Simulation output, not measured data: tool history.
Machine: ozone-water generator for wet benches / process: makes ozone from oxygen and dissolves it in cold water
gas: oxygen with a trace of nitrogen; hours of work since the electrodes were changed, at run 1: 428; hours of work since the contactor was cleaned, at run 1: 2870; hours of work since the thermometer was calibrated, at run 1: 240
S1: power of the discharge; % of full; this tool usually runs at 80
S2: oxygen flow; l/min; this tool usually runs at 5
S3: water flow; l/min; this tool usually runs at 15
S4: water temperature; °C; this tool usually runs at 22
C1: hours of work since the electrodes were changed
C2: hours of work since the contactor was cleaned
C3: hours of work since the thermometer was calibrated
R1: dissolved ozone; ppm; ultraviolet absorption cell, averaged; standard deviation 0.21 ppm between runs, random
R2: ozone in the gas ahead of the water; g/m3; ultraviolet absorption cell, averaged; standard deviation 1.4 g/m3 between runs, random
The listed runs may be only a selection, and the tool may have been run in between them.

{"run": 1, "hour": 0.0, "S1": 80, "S2": 5, "S3": 15, "S4": 22, "C1": 428, "C2": 2870, "C3": 240, "R1": 31.7, "R2": 267.8}
{"run": 2, "hour": 106.6, "S1": 80, "S2": 5, "S3": 15, "S4": 22, "C1": 494, "C2": 2936, "C3": 306, "R1": 31.2, "R2": 270.7}
{"run": 3, "hour": 198.7, "S1": 80, "S2": 5, "S3": 15, "S4": 28, "C1": 550, "C2": 2992, "C3": 362, "R1": 28.4, "R2": 268.1}
{"run": 4, "hour": 402.7, "S1": 80, "S2": 5, "S3": 15, "S4": 28, "C1": 675, "C2": 3118, "C3": 488, "R1": 28.6, "R2": 265.1}
{"run": 5, "hour": 588.5, "S1": 80, "S2": 5, "S3": 15, "S4": 28, "C1": 790, "C2": 3232, "C3": 602, "R1": 28.5, "R2": 267.3}
{"run": 6, "hour": 680.8, "S1": 80, "S2": 5, "S3": 15, "S4": 22, "C1": 846, "C2": 3288, "C3": 658, "R1": 31.7, "R2": 268.1}
{"hour": 719.5, "done": "contactor cleaned"}
{"run": 7, "hour": 856.2, "S1": 80, "S2": 5, "S3": 15, "S4": 26, "C1": 952, "C2": 84, "C3": 764, "R1": 29.5, "R2": 268.8}
{"run": 8, "hour": 1015.9, "S1": 80, "S2": 5, "S3": 15, "S4": 26, "C1": 1050, "C2": 182, "C3": 862, "R1": 29.7, "R2": 267.5}
{"run": 9, "hour": 1232.6, "S1": 80, "S2": 5, "S3": 15, "S4": 22, "C1": 1183, "C2": 315, "C3": 995, "R1": 31.9, "R2": 265.9}
{"run": 10, "hour": 1407.2, "S1": 80, "S2": 5, "S3": 15, "S4": 22, "C1": 1290, "C2": 422, "C3": 1102, "R1": 31.8, "R2": 268.9}
{"run": 11, "hour": 1598.8, "S1": 80, "S2": 5, "S3": 15, "S4": 22, "C1": 1408, "C2": 540, "C3": 1220, "R1": 31.5, "R2": 268.3}
{"run": 12, "hour": 1788.8, "S1": 80, "S2": 5, "S3": 15, "S4": 22, "C1": 1524, "C2": 657, "C3": 1337, "R1": 31.5, "R2": 267.4}
{"run": 13, "hour": 2017.3, "S1": 80, "S2": 5, "S3": 13, "S4": 22, "C1": 1665, "C2": 797, "C3": 1477, "R1": 35.1, "R2": 268.1}
{"run": 14, "hour": 2139.4, "S1": 80, "S2": 5, "S3": 13, "S4": 19, "C1": 1740, "C2": 872, "C3": 1552, "R1": 37.1, "R2": 266.2}
{"run": 15, "hour": 2281.7, "S1": 40, "S2": 3.22, "S3": 22, "S4": 14, "C1": 1827, "C2": 960, "C3": 1639, "R1": 14.1, "R2": 196}
{"run": 16, "hour": 2451.5, "S1": 42, "S2": 5, "S3": 15, "S4": 25, "C1": 1931, "C2": 1064, "C3": 1744, "R1": 16.8, "R2": 150.7}
{"run": 17, "hour": 2550.0, "S1": 51, "S2": 5, "S3": 15, "S4": 25, "C1": 1992, "C2": 1124, "C3": 1804, "R1": 20, "R2": 178.8}
{"run": 18, "hour": 2705.9, "S1": 51, "S2": 5, "S3": 13, "S4": 25, "C1": 2088, "C2": 1220, "C3": 1900, "R1": 22, "R2": 178}
{"run": 19, "hour": 2877.0, "S1": 80, "S2": 5, "S3": 14, "S4": 22, "C1": 2193, "C2": 1325, "C3": 2005, "R1": 33.4, "R2": 269.2}
{"run": 20, "hour": 3001.4, "S1": 80, "S2": 5, "S3": 14, "S4": 22, "C1": 2269, "C2": 1402, "C3": 2081, "R1": 33.1, "R2": 265.5}
{"run": 21, "hour": 3164.0, "S1": 80, "S2": 6.29, "S3": 19, "S4": 28, "C1": 2369, "C2": 1501, "C3": 2181, "R1": 22.4, "R2": 228.1}
{"run": 22, "hour": 3371.0, "S1": 80, "S2": 3.42, "S3": 11, "S4": 22, "C1": 2496, "C2": 1629, "C3": 2308, "R1": 42.8, "R2": 344.5}
{"run": 23, "hour": 3507.9, "S1": 80, "S2": 3.42, "S3": 11, "S4": 22, "C1": 2580, "C2": 1713, "C3": 2392, "R1": 43.1, "R2": 348.2}
{"run": 24, "hour": 3676.7, "S1": 54, "S2": 5, "S3": 15, "S4": 22, "C1": 2684, "C2": 1816, "C3": 2496, "R1": 22.2, "R2": 189.3}
{"run": 25, "hour": 3823.8, "S1": 80, "S2": 5, "S3": 15, "S4": 18, "C1": 2774, "C2": 1907, "C3": 2586, "R1": 34, "R2": 267.7}
{"run": 26, "hour": 3926.8, "S1": 83, "S2": 5, "S3": 15, "S4": 22, "C1": 2838, "C2": 1970, "C3": 2650, "R1": 32.8, "R2": 278.9}

Each row is a separate what-if for the run after 26, all from the same tool condition, not one after another. Results?
{"run": "A", "hour": 4146.9, "S1": 80, "S2": 5, "S3": 11, "S4": 20, "C1": 2973, "C2": 2105, "C3": 2785, "R1": "?", "R2": "?"}
{"run": "B", "hour": 4146.9, "S1": 80, "S2": 5, "S3": 23, "S4": 23, "C1": 2973, "C2": 2105, "C3": 2785, "R1": "?", "R2": "?"}
{"run": "C", "hour": 4146.9, "S1": 83, "S2": 5.64, "S3": 11, "S4": 22, "C1": 2973, "C2": 2105, "C3": 2785, "R1": "?", "R2": "?"}
{"run": "D", "hour": 4146.9, "S1": 83, "S2": 5, "S3": 16, "S4": 22, "C1": 2973, "C2": 2105, "C3": 2785, "R1": "?", "R2": "?"}
{"run": "E", "hour": 4146.9, "S1": 83, "S2": 5, "S3": 15, "S4": 28, "C1": 2973, "C2": 2105, "C3": 2785, "R1": "?", "R2": "?"}

run=A R1=41 R2=266.8
run=B R1=21.6 R2=269.2
run=C R1=38.9 R2=253.4
run=D R1=31 R2=275.8
run=E R1=29.5 R2=275.2
Without the tool's unlogged condition, the same runs would have read:
run=A R1=41.1 R2=267.4
run=B R1=21.7 R2=269.8
run=C R1=39 R2=254
run=D R1=31.1 R2=276.4
run=E R1=29.5 R2=275.8

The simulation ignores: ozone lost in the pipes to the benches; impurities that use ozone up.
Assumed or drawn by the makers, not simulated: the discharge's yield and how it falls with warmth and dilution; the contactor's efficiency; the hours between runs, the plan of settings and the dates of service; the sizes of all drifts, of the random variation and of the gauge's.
